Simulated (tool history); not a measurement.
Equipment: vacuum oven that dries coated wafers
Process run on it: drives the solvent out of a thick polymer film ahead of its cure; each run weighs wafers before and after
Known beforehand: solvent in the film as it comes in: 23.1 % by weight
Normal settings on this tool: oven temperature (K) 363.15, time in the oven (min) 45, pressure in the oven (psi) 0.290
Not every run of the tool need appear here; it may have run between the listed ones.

{"run": 1, "hour": 0.0, "oven temperature (K)": 363.15, "time in the oven (min)": 45, "pressure in the oven (psi)": 0.29, "solvent left in the film (%)": 2.04}
{"run": 2, "hour": 25.0, "oven temperature (K)": 363.15, "time in the oven (min)": 45, "pressure in the oven (psi)": 0.29, "solvent left in the film (%)": 2.05}
{"run": 3, "hour": 63.3, "oven temperature (K)": 363.15, "time in the oven (min)": 45, "pressure in the oven (psi)": 0.29, "solvent left in the film (%)": 2.05}
{"run": 4, "hour": 85.9, "oven temperature (K)": 352.15, "time in the oven (min)": 45, "pressure in the oven (psi)": 0.29, "solvent left in the film (%)": 4.51}
{"run": 5, "hour": 122.7, "oven temperature (K)": 363.15, "time in the oven (min)": 45, "pressure in the oven (psi)": 0.29, "solvent left in the film (%)": 2.01}
{"run": 6, "hour": 146.5, "oven temperature (K)": 363.15, "time in the oven (min)": 45, "pressure in the oven (psi)": 0.29, "solvent left in the film (%)": 2.07}
{"run": 7, "hour": 162.5, "oven temperature (K)": 363.15, "time in the oven (min)": 45, "pressure in the oven (psi)": 0.29, "solvent left in the film (%)": 2.03}
{"run": 8, "hour": 195.9, "oven temperature (K)": 363.15, "time in the oven (min)": 45, "pressure in the oven (psi)": 0.29, "solvent left in the film (%)": 2.07}
{"run": 9, "hour": 223.6, "oven temperature (K)": 363.15, "time in the oven (min)": 45, "pressure in the oven (psi)": 0.29, "solvent left in the film (%)": 2.03}
{"run": 10, "hour": 242.3, "oven temperature (K)": 363.15, "time in the oven (min)": 45, "pressure in the oven (psi)": 0.29, "solvent left in the film (%)": 2.08}
{"run": 11, "hour": 260.6, "oven temperature (K)": 369.15, "time in the oven (min)": 33, "pressure in the oven (psi)": 0.422, "solvent left in the film (%)": 2.38}
{"run": 12, "hour": 294.2, "oven temperature (K)": 361.15, "time in the oven (min)": 32, "pressure in the oven (psi)": 0.29, "solvent left in the film (%)": 3.92}
{"hour": 297.9, "done": "vacuum gauge cleaned of residue and calibrated"}
{"run": 13, "hour": 321.0, "oven temperature (K)": 363.15, "time in the oven (min)": 42, "pressure in the oven (psi)": 0.29, "solvent left in the film (%)": 2.31}
{"run": 14, "hour": 346.8, "oven temperature (K)": 363.15, "time in the oven (min)": 42, "pressure in the oven (psi)": 0.29, "solvent left in the film (%)": 2.28}
{"run": 15, "hour": 383.4, "oven temperature (K)": 363.15, "time in the oven (min)": 35, "pressure in the oven (psi)": 0.244, "solvent left in the film (%)": 2.89}
{"run": 16, "hour": 407.4, "oven temperature (K)": 374.15, "time in the oven (min)": 24, "pressure in the oven (psi)": 0.518, "solvent left in the film (%)": 2.84}
{"run": 17, "hour": 428.0, "oven temperature (K)": 372.15, "time in the oven (min)": 57, "pressure in the oven (psi)": 0.518, "solvent left in the film (%)": 1.28}
{"run": 18, "hour": 462.1, "oven temperature (K)": 372.15, "time in the oven (min)": 57, "pressure in the oven (psi)": 0.518, "solvent left in the film (%)": 1.28}
{"hour": 493.5, "done": "vacuum gauge cleaned of residue and calibrated, once more"}
{"run": 19, "hour": 494.3, "oven temperature (K)": 373.15, "time in the oven (min)": 25, "pressure in the oven (psi)": 0.757, "solvent left in the film (%)": 3.29}

For some of the steps in solvent left in the film (%) from one run to the next: how much would appear even if the tool had no hidden state, given the settings, what came in and random variation, and how much remains for the hidden state plus any gauge scatter that the measured result and the result without hidden state don't share?
Hidden conditions of the tool in this case: true wafer temperature over the reading, C; true pressure over the reading, kPa; drift of the gauge itself on solvent_pct, %.
Run 4 -> 5: oven temperature (K) 352.15 -> 363.15. solvent left in the film (%) -2.50: hidden state +0.06, all else -2.56.
Run 18 -> 19: oven temperature (K) 372.15 -> 373.15, time in the oven (min) 57 -> 25, pressure in the oven (psi) 0.518 -> 0.757, vacuum gauge cleaned of residue and calibrated, once more. solvent left in the film (%) +2.01: hidden state -0.18, all else +2.19.

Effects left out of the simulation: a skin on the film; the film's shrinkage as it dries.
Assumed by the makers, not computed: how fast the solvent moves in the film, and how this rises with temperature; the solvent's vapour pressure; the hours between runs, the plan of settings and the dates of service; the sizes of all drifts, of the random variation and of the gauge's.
